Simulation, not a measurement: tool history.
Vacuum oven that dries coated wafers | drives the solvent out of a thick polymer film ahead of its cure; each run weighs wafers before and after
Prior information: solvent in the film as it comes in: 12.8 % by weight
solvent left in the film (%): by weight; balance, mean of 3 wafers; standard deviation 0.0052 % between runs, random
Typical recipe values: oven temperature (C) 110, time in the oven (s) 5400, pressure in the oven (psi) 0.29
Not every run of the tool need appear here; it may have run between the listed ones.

{"run": 1, "hour": 0.0, "oven temperature (C)": 110, "time in the oven (s)": 5400, "pressure in the oven (psi)": 0.29, "solvent left in the film (%)": 1.019}
{"run": 2, "hour": 14.8, "oven temperature (C)": 110, "time in the oven (s)": 5400, "pressure in the oven (psi)": 0.29, "solvent left in the film (%)": 1.016}
{"run": 3, "hour": 38.1, "oven temperature (C)": 110, "time in the oven (s)": 5400, "pressure in the oven (psi)": 0.145, "solvent left in the film (%)": 0.76}
{"run": 4, "hour": 60.5, "oven temperature (C)": 110, "time in the oven (s)": 5400, "pressure in the oven (psi)": 0.145, "solvent left in the film (%)": 0.757}
{"run": 5, "hour": 77.6, "oven temperature (C)": 110, "time in the oven (s)": 5400, "pressure in the oven (psi)": 0.145, "solvent left in the film (%)": 0.751}
{"run": 6, "hour": 103.1, "oven temperature (C)": 110, "time in the oven (s)": 6900, "pressure in the oven (psi)": 0.29, "solvent left in the film (%)": 0.756}
{"run": 7, "hour": 127.0, "oven temperature (C)": 110, "time in the oven (s)": 5400, "pressure in the oven (psi)": 0.29, "solvent left in the film (%)": 1.012}
{"run": 8, "hour": 142.8, "oven temperature (C)": 110, "time in the oven (s)": 5400, "pressure in the oven (psi)": 0.29, "solvent left in the film (%)": 1.024}
{"run": 9, "hour": 167.4, "oven temperature (C)": 110, "time in the oven (s)": 6300, "pressure in the oven (psi)": 0.29, "solvent left in the film (%)": 0.844}
{"run": 10, "hour": 186.7, "oven temperature (C)": 110, "time in the oven (s)": 6300, "pressure in the oven (psi)": 0.29, "solvent left in the film (%)": 0.843}
{"run": 11, "hour": 207.4, "oven temperature (C)": 109, "time in the oven (s)": 5400, "pressure in the oven (psi)": 0.29, "solvent left in the film (%)": 1.099}
{"run": 12, "hour": 221.7, "oven temperature (C)": 109, "time in the oven (s)": 5400, "pressure in the oven (psi)": 0.29, "solvent left in the film (%)": 1.089}
{"run": 13, "hour": 237.9, "oven temperature (C)": 109, "time in the oven (s)": 5400, "pressure in the oven (psi)": 0.29, "solvent left in the film (%)": 1.1}
{"run": 14, "hour": 263.3, "oven temperature (C)": 96, "time in the oven (s)": 3360, "pressure in the oven (psi)": 0.58, "solvent left in the film (%)": 5.083}
{"run": 15, "hour": 283.9, "oven temperature (C)": 96, "time in the oven (s)": 3360, "pressure in the oven (psi)": 0.58, "solvent left in the film (%)": 5.093}
{"run": 16, "hour": 303.9, "oven temperature (C)": 96, "time in the oven (s)": 3360, "pressure in the oven (psi)": 0.58, "solvent left in the film (%)": 5.085}
{"run": 17, "hour": 316.4, "oven temperature (C)": 96, "time in the oven (s)": 3360, "pressure in the oven (psi)": 0.58, "solvent left in the film (%)": 5.092}
{"run": 18, "hour": 339.1, "oven temperature (C)": 96, "time in the oven (s)": 3900, "pressure in the oven (psi)": 0.254, "solvent left in the film (%)": 3.868}
{"run": 19, "hour": 355.3, "oven temperature (C)": 96, "time in the oven (s)": 3900, "pressure in the oven (psi)": 0.254, "solvent left in the film (%)": 3.858}
{"run": 20, "hour": 373.2, "oven temperature (C)": 96, "time in the oven (s)": 4980, "pressure in the oven (psi)": 0.254, "solvent left in the film (%)": 3.038}
{"run": 21, "hour": 399.3, "oven temperature (C)": 118, "time in the oven (s)": 5400, "pressure in the oven (psi)": 0.235, "solvent left in the film (%)": 0.479}
{"run": 22, "hour": 420.6, "oven temperature (C)": 110, "time in the oven (s)": 5400, "pressure in the oven (psi)": 0.515, "solvent left in the film (%)": 1.415}
{"run": 23, "hour": 432.1, "oven temperature (C)": 101, "time in the oven (s)": 6960, "pressure in the oven (psi)": 0.48, "solvent left in the film (%)": 1.936}
{"run": 24, "hour": 449.3, "oven temperature (C)": 101, "time in the oven (s)": 9180, "pressure in the oven (psi)": 0.872, "solvent left in the film (%)": 2.517}
{"run": 25, "hour": 473.1, "oven temperature (C)": 114, "time in the oven (s)": 6300, "pressure in the oven (psi)": 0.872, "solvent left in the film (%)": 1.569}

4 ways to go on from here, each from the tool as it stands after run 25. What would each give?
{"run": "A", "hour": 493.3, "oven temperature (C)": 109, "time in the oven (s)": 6300, "pressure in the oven (psi)": 1.102, "solvent left in the film (%)": "?"}
{"run": "B", "hour": 493.3, "oven temperature (C)": 118, "time in the oven (s)": 5400, "pressure in the oven (psi)": 0.155, "solvent left in the film (%)": "?"}
{"run": "C", "hour": 493.3, "oven temperature (C)": 124, "time in the oven (s)": 5400, "pressure in the oven (psi)": 0.29, "solvent left in the film (%)": "?"}
{"run": "D", "hour": 493.3, "oven temperature (C)": 110, "time in the oven (s)": 4020, "pressure in the oven (psi)": 0.29, "solvent left in the film (%)": "?"}

run=A solvent_left_in_the_film_(%)=2.404
run=B solvent_left_in_the_film_(%)=0.368
run=C solvent_left_in_the_film_(%)=0.404
run=D solvent_left_in_the_film_(%)=1.531
With no hidden state in the tool, these same runs would have given:
run=A solvent_left_in_the_film_(%)=2.44
run=B solvent_left_in_the_film_(%)=0.346
run=C solvent_left_in_the_film_(%)=0.379
run=D solvent_left_in_the_film_(%)=1.58
